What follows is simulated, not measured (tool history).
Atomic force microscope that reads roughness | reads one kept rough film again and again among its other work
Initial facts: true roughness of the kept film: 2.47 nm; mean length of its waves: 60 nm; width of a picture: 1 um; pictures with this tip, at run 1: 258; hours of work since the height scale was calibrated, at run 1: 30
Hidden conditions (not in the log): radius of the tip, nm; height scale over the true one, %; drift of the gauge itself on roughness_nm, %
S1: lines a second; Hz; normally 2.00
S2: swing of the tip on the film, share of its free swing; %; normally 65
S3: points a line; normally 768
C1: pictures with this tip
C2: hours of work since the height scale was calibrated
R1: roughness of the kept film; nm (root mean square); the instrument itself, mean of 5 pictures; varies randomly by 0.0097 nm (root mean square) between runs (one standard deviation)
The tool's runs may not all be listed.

run 1 hour=0.0 | S1=2.00 S2=65 S3=768 | C1=258 C2=30 | R1=2.188
-- hour=10.2 new tip fitted
run 2 hour=38.8 | S1=2.00 S2=65 S3=768 | C1=58 C2=53 | R1=2.202
run 3 hour=76.6 | S1=2.00 S2=86 S3=768 | C1=135 C2=76 | R1=1.861
run 4 hour=129.6 | S1=2.00 S2=86 S3=768 | C1=243 C2=108 | R1=1.868
-- hour=148.0 new tip fitted
run 5 hour=166.9 | S1=2.00 S2=86 S3=768 | C1=38 C2=130 | R1=1.880
run 6 hour=211.0 | S1=2.00 S2=65 S3=768 | C1=128 C2=156 | R1=2.203
run 7 hour=239.0 | S1=3.21 S2=65 S3=768 | C1=185 C2=173 | R1=2.074
-- hour=286.7 new tip fitted
run 8 hour=295.9 | S1=2.00 S2=76 S3=921 | C1=19 C2=207 | R1=2.049
run 9 hour=345.2 | S1=2.84 S2=56 S3=258 | C1=119 C2=236 | R1=2.223
run 10 hour=369.9 | S1=0.56 S2=89 S3=386 | C1=169 C2=251 | R1=2.204
run 11 hour=413.5 | S1=0.56 S2=89 S3=386 | C1=258 C2=277 | R1=2.194
-- hour=423.9 new tip fitted
run 12 hour=456.7 | S1=1.31 S2=66 S3=504 | C1=66 C2=303 | R1=2.227

Take each entry between the runs: how does the hidden state at the last listed run before it differ from the hidden state at the first listed run after it?
From run 1 to run 2: new tip fitted (hour 10.2)
  radius of the tip, nm: 11.6 -> 10.3
From run 4 to run 5: new tip fitted (hour 148.0)
  radius of the tip, nm: 11.4 -> 10.2
From run 7 to run 8: new tip fitted (hour 286.7)
  radius of the tip, nm: 11.1 -> 10.1
From run 11 to run 12: new tip fitted (hour 423.9)
  radius of the tip, nm: 11.5 -> 10.4
